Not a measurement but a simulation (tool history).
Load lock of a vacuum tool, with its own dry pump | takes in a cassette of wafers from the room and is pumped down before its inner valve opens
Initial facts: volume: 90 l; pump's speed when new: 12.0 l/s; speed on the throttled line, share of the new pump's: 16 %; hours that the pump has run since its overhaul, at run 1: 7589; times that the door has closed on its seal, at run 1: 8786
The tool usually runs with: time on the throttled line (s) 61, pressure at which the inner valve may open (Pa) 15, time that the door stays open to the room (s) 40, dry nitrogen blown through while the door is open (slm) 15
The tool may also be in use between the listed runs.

run     hour  time on the throttled line (s)  pressure at which the inner valve may open (Pa)  time that the door stays open to the room (s)  dry nitrogen blown through while the door is open (slm)  hours that the pump has run since its overhaul  times that the door has closed on its seal  incoming humidity of the room's air, %  time from the closed door until the inner valve may open (s)  rise of the pressure with all valves shut (Pa/min)
  1      0.0                              61                                               15                                             40                                                       15                                            7589                                        8786                                    46.7                                                         129.4                                               0.042
  2    432.5                              61                                               15                                             40                                                       15                                            8021                                       10753                                    43.8                                                         131.4                                               0.045
  3    775.2                              72                                               15                                             40                                                       15                                            8364                                       12312                                    47.5                                                         141.8                                               0.051
  4   1083.2                              72                                               15                                             40                                                       15                                            8672                                       13712                                    41.7                                                         142.7                                               0.058
  5   1346.6                              72                                               15                                             40                                                       15                                            8935                                       14910                                    44.5                                                         142.6                                               0.051
      1521.4  -- dry pump taken out, an overhauled one fitted
  6   1680.3                              61                                               15                                             40                                                       15                                             159                                       16401                                    42.4                                                         116.7                                               0.072
  7   2079.1                              61                                               15                                             40                                                       15                                             558                                       18214                                    42.6                                                         117.0                                               0.074
  8   2453.1                              61                                               15                                             40                                                       15                                             932                                       19915                                    45.6                                                         117.9                                               0.079
  9   3057.6                              61                                               15                                             40                                                       15                                            1536                                       22664                                    40.4                                                         118.5                                               0.088
 10   3534.3                              61                                               28                                             40                                                       15                                            2013                                       24832                                    44.9                                                         114.6                                               0.104
 11   3786.6                              61                                               28                                             40                                                       15                                            2265                                       25980                                    42.8                                                         115.2                                               0.109
 12   4041.3                              61                                               28                                             40                                                       15                                            2520                                       27138                                    47.0                                                         115.8                                               0.119
 13   4427.1                              61                                               28                                             40                                                       15                                            2906                                       28893                                    47.6                                                         116.3                                               0.127
 14   4915.7                              61                                               28                                             40                                                       15                                            3394                                       31115                                    49.8                                                         117.3                                               0.141
 15   5381.2                              61                                               28                                             40                                                       15                                            3860                                       33232                                    44.0                                                         117.0                                               0.145
 16   5733.9                              61                                               28                                             40                                                       15                                            4213                                       34836                                    43.6                                                         117.5                                               0.158
 17   6221.4                              61                                               28                                             40                                                       15                                            4700                                       37053                                    44.6                                                         118.4                                               0.171
 18   6722.7                              61                                               15                                             40                                                       15                                            5201                                       39333                                    48.0                                                         124.4                                               0.195
 19   7309.4                              61                                               15                                             40                                                       15                                            5788                                       42001                                    44.1                                                         126.9                                               0.208
 20   7728.1                              49                                               14                                            187                                                       24                                            6207                                       43906                                    46.7                                                         118.3                                               0.252
 21   8286.3                             109                                               27                                            159                                                        6                                            6765                                       46444                                    43.5                                                         161.9                                               0.279
 22   8594.6                              61                                               15                                             40                                                        6                                            7073                                       47846                                    43.5                                                         130.3                                               0.254
 23   8977.8                              61                                               15                                             46                                                       23                                            7456                                       49589                                    46.3                                                         129.1                                               0.271
 24   9318.5                              35                                               26                                             40                                                       15                                            7797                                       51138                                    44.8                                                         103.3                                               0.286
 25   9769.5                              42                                               15                                             40                                                       15                                            8248                                       53190                                    43.3                                                         115.0                                               0.293
 26  10103.4                              61                                               15                                            213                                                       15                                            8582                                       54708                                    46.5                                                         131.7                                               0.354
 27  10421.8                              61                                               15                                            213                                                       15                                            8900                                       56156                                    44.0                                                         132.2                                               0.369
     10636.1  -- dry pump taken out, an overhauled one fitted
     10949.6  -- door's seal changed, seat wiped
 28  10999.1                             120                                               15                                             40                                                       39                                             362                                         225                                    46.0                                                         169.5                                               0.012
 29  11371.8                              61                                               12                                             40                                                       15                                             734                                        1920                                    41.7                                                         121.4                                               0.019
 30  11840.7                              61                                               15                                             40                                                       27                                            1203                                        4053                                    44.9                                                         118.9                                               0.024
 31  12430.2                              61                                               15                                             40                                                       27                                            1793                                        6734                                    44.4                                                         120.4                                               0.031
 32  12681.3                              61                                               15                                             40                                                       12                                            2044                                        7876                                    44.3                                                         121.0                                               0.041
 33  13154.6                              61                                               15                                             63                                                       12                                            2517                                       10028                                    42.4                                                         123.6                                               0.050
 34  13755.0                              89                                               15                                             32                                                        5                                            3117                                       12759                                    47.9                                                         144.5                                               0.055
 35  14147.0                             106                                               16                                            177                                                       15                                            3509                                       14542                                    45.8                                                         162.2                                               0.093
 36  14646.5                             106                                               16                                            177                                                       15                                            4009                                       16813                                    49.3                                                         160.6                                               0.105
 37  15127.9                              61                                               15                                             25                                                       15                                            4490                                       19003                                    41.4                                                         123.4                                               0.070
 38  15436.9                              61                                               15                                             25                                                       15                                            4799                                       20408                                    45.7                                                         126.3                                               0.073

Pick out some run-to-run changes in time from the closed door until the inner valve may open (s). Of each, how much would a tool without hidden state show as well, from the settings, what came in and chance, and how much is left for the hidden state and any gauge scatter not in both results compared?
Unlogged tool condition in this case: pump's speed, % of a new pump's; leak at the door's seal, Pa l/s; drift of the gauge itself on ready_s, %; drift of the gauge itself on rise_pa_min, %.
Run 5 -> 6: time on the throttled line (s) 72 -> 61, dry pump taken out, an overhauled one fitted. time from the closed door until the inner valve may open (s) -25.9: hidden state -16.1, all else -9.8.
Run 20 -> 21: time on the throttled line (s) 49 -> 109, pressure at which the inner valve may open (Pa) 14 -> 27, time that the door stays open to the room (s) 187 -> 159, dry nitrogen blown through while the door is open (slm) 24 -> 6. time from the closed door until the inner valve may open (s) +43.6: hidden state -1.5, all else +45.1.
Run 21 -> 22: time on the throttled line (s) 109 -> 61, pressure at which the inner valve may open (Pa) 27 -> 15, time that the door stays open to the room (s) 159 -> 40. time from the closed door until the inner valve may open (s) -31.6: hidden state +3.0, all else -34.6.
Run 27 -> 28: time on the throttled line (s) 61 -> 120, time that the door stays open to the room (s) 213 -> 40, dry nitrogen blown through while the door is open (slm) 15 -> 39, dry pump taken out, an overhauled one fitted, door's seal changed, seat wiped. time from the closed door until the inner valve may open (s) +37.3: hidden state -13.4, all else +50.7.
Run 28 -> 29: time on the throttled line (s) 120 -> 61, pressure at which the inner valve may open (Pa) 15 -> 12, dry nitrogen blown through while the door is open (slm) 39 -> 15. time from the closed door until the inner valve may open (s) -48.1: hidden state +0.8, all else -48.9.
